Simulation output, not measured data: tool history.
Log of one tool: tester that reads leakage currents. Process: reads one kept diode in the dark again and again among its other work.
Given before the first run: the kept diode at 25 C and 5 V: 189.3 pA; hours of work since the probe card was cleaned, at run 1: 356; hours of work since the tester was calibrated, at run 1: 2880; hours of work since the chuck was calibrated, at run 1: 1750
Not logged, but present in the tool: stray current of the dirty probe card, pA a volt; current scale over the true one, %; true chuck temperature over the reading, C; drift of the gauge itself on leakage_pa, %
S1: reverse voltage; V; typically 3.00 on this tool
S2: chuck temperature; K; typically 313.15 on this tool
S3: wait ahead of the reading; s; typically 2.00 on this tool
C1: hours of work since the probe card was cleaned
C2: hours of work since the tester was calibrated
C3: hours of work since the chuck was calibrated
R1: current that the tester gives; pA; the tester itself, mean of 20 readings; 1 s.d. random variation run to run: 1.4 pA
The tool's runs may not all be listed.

run	day	S1	S2	S3	C1	C2	C3	R1
1	0.000	3.00	313.15	2.00	356	2880	1750	423.07
2	3.838	3.00	313.15	1.00	429	2953	1823	421.33
3	7.179	3.00	313.15	8.90	492	3016	1886	424.77
4	11.583	3.00	313.15	8.90	576	3100	1970	417.71
5	14.179	3.00	313.15	2.00	625	3149	2019	417.23
6	19.146	3.00	313.15	2.00	720	3243	2113	418.28
7	22.638	3.00	313.15	7.48	786	3309	2180	417.75
# day 24.233: chuck's temperature calibrated
8	25.529	3.00	313.15	7.48	839	3363	25	465.93
# day 28.688: tester calibrated
9	28.688	3.00	313.15	7.48	898	0	83	453.29
10	32.992	3.00	313.15	7.48	979	82	165	451.74
11	37.658	3.00	313.15	2.00	1068	170	253	452.25
12	40.150	3.00	313.15	2.00	1115	218	301	451.78
13	43.192	3.00	313.15	2.00	1173	275	358	448.07
14	47.150	3.00	313.15	2.00	1248	351	434	445.96
15	51.667	18.65	320.15	0.88	1334	436	519	1508.33
16	55.838	1.35	321.15	0.88	1413	516	599	549.42
17	58.850	13.21	318.15	2.00	1470	573	656	1135.03
18	61.154	8.77	310.15	4.60	1514	616	699	562.72
19	64.212	8.77	310.15	4.60	1572	675	758	560.57
20	68.779	17.60	310.15	1.38	1659	761	844	747.05
21	73.233	3.00	319.15	1.77	1744	846	929	652.04
22	75.550	1.07	313.15	2.00	1788	890	973	289.34
23	77.912	3.00	325.15	8.65	1832	935	1018	967.05
24	80.908	8.80	313.15	1.68	1889	992	1075	678.70
# day 82.442: probe card cleaned and baked
25	85.204	4.56	313.15	6.38	52	1071	1154	510.32

4 options for the next run, each taken on its own from the tool as it stands now. Forecast them:
A	88.279	13.69	320.15	6.38	111	1129	1212	?
B	88.279	4.56	307.15	0.97	111	1129	1212	?
C	88.279	3.00	298.15	2.00	111	1129	1212	?
D	88.279	5.34	332.15	2.48	111	1129	1212	?

run	R1
A	1275.74
B	336.45
C	146.10
D	1863.39
The same runs, with their run-to-run variation unchanged, on a tool lacking any hidden condition would have given:
run	R1
A	1338.09
B	354.44
C	154.40
D	1948.04

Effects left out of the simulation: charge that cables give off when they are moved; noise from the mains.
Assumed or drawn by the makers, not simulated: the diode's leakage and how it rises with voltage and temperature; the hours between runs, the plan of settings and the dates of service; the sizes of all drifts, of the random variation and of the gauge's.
